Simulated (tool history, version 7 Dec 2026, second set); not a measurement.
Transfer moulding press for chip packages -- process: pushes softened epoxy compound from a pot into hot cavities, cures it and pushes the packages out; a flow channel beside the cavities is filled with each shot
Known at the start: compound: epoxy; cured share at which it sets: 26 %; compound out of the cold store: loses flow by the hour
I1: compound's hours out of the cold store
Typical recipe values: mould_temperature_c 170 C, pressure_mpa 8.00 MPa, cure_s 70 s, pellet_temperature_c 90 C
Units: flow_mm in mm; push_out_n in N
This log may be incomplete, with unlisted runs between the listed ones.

run 1 hour=0.0 | mould_temperature_c=170 pressure_mpa=8.00 cure_s=70 pellet_temperature_c=90 | I1=37.3 | flow_mm=662 push_out_n=274
run 2 hour=6.9 | mould_temperature_c=170 pressure_mpa=8.00 cure_s=70 pellet_temperature_c=90 | I1=36.1 | flow_mm=654 push_out_n=319
run 3 hour=12.5 | mould_temperature_c=170 pressure_mpa=8.00 cure_s=91 pellet_temperature_c=90 | I1=12.1 | flow_mm=769 push_out_n=306
run 4 hour=17.6 | mould_temperature_c=170 pressure_mpa=8.00 cure_s=91 pellet_temperature_c=90 | I1=45.6 | flow_mm=621 push_out_n=322
-- hour=25.9 cavities cleaned with cleaning compound and waxed
run 5 hour=26.0 | mould_temperature_c=170 pressure_mpa=8.00 cure_s=91 pellet_temperature_c=90 | I1=38.5 | flow_mm=649 push_out_n=223
run 6 hour=33.4 | mould_temperature_c=170 pressure_mpa=8.00 cure_s=91 pellet_temperature_c=90 | I1=9.0 | flow_mm=769 push_out_n=272
run 7 hour=42.1 | mould_temperature_c=170 pressure_mpa=9.37 cure_s=91 pellet_temperature_c=90 | I1=12.6 | flow_mm=823 push_out_n=303
run 8 hour=47.8 | mould_temperature_c=170 pressure_mpa=9.37 cure_s=91 pellet_temperature_c=97 | I1=43.9 | flow_mm=671 push_out_n=337
-- hour=51.8 cavities cleaned with cleaning compound and waxed
run 9 hour=55.7 | mould_temperature_c=170 pressure_mpa=8.00 cure_s=70 pellet_temperature_c=90 | I1=40.4 | flow_mm=635 push_out_n=319
run 10 hour=60.9 | mould_temperature_c=170 pressure_mpa=8.00 cure_s=70 pellet_temperature_c=90 | I1=23.0 | flow_mm=701 push_out_n=356
run 11 hour=65.2 | mould_temperature_c=170 pressure_mpa=8.00 cure_s=70 pellet_temperature_c=90 | I1=8.2 | flow_mm=774 push_out_n=405
run 12 hour=72.2 | mould_temperature_c=170 pressure_mpa=8.00 cure_s=70 pellet_temperature_c=90 | I1=36.6 | flow_mm=646 push_out_n=432
-- hour=77.9 cavities cleaned with cleaning compound and waxed
run 13 hour=78.2 | mould_temperature_c=172 pressure_mpa=8.00 cure_s=70 pellet_temperature_c=90 | I1=25.3 | flow_mm=686 push_out_n=252
run 14 hour=85.8 | mould_temperature_c=172 pressure_mpa=8.00 cure_s=70 pellet_temperature_c=90 | I1=37.5 | flow_mm=639 push_out_n=311
-- hour=90.2 plunger's sealing rings changed
run 15 hour=94.5 | mould_temperature_c=167 pressure_mpa=8.00 cure_s=70 pellet_temperature_c=90 | I1=21.7 | flow_mm=754 push_out_n=455
run 16 hour=102.1 | mould_temperature_c=167 pressure_mpa=9.10 cure_s=70 pellet_temperature_c=91 | I1=39.9 | flow_mm=721 push_out_n=491
-- hour=106.5 cavities cleaned with cleaning compound and waxed
run 17 hour=108.0 | mould_temperature_c=170 pressure_mpa=7.16 cure_s=107 pellet_temperature_c=96 | I1=37.6 | flow_mm=634 push_out_n=234
run 18 hour=115.8 | mould_temperature_c=170 pressure_mpa=7.16 cure_s=107 pellet_temperature_c=96 | I1=35.7 | flow_mm=646 push_out_n=266
run 19 hour=121.2 | mould_temperature_c=170 pressure_mpa=7.16 cure_s=107 pellet_temperature_c=96 | I1=20.5 | flow_mm=713 push_out_n=309
run 20 hour=126.3 | mould_temperature_c=170 pressure_mpa=7.16 cure_s=107 pellet_temperature_c=96 | I1=10.0 | flow_mm=755 push_out_n=316
-- hour=132.6 cavities cleaned with cleaning compound and waxed
run 21 hour=136.3 | mould_temperature_c=170 pressure_mpa=8.00 cure_s=60 pellet_temperature_c=90 | I1=45.3 | flow_mm=638 push_out_n=413
run 22 hour=143.5 | mould_temperature_c=170 pressure_mpa=8.00 cure_s=60 pellet_temperature_c=90 | I1=34.1 | flow_mm=681 push_out_n=503
run 23 hour=150.1 | mould_temperature_c=177 pressure_mpa=6.45 cure_s=96 pellet_temperature_c=99 | I1=32.6 | flow_mm=599 push_out_n=296
-- hour=158.9 cavities cleaned with cleaning compound and waxed
run 24 hour=158.9 | mould_temperature_c=170 pressure_mpa=8.00 cure_s=70 pellet_temperature_c=99 | I1=44.1 | flow_mm=637 push_out_n=269
run 25 hour=163.2 | mould_temperature_c=167 pressure_mpa=8.47 cure_s=88 pellet_temperature_c=85 | I1=45.1 | flow_mm=667 push_out_n=264
run 26 hour=169.5 | mould_temperature_c=164 pressure_mpa=8.75 cure_s=58 pellet_temperature_c=95 | I1=41.5 | flow_mm=699 push_out_n=791
run 27 hour=177.7 | mould_temperature_c=169 pressure_mpa=8.00 cure_s=70 pellet_temperature_c=86 | I1=35.8 | flow_mm=678 push_out_n=424

Some steps in flow_mm, run to run, broken into two amounts with sign: the step expected even without the hidden condition (settings, incoming material, random variation), and the rest, left for the hidden condition together with whatever gauge scatter is not in both the measured and the hidden-condition-free result:
The tool's hidden condition here consists of: true mould temperature over the reading, C; pressure that reaches the compound, % of what is set; grip of the stained cavities, % over clean ones'; drift of the gauge itself on flow_mm, %; drift of the gauge itself on push_out_n, %.
Run 3 -> 4: settings left as they were, no log entry in between. flow_mm -148 mm: hidden state +5, all else -153.
Run 5 -> 6: settings left as they were, no log entry in between. flow_mm +120 mm: hidden state -6, all else +126.
Run 7 -> 8: pellet_temperature_c 90 -> 97. flow_mm -152 mm: hidden state +6, all else -158.
Run 14 -> 15: mould_temperature_c 172 -> 167, plunger's sealing rings changed. flow_mm +115 mm: hidden state +34, all else +81.

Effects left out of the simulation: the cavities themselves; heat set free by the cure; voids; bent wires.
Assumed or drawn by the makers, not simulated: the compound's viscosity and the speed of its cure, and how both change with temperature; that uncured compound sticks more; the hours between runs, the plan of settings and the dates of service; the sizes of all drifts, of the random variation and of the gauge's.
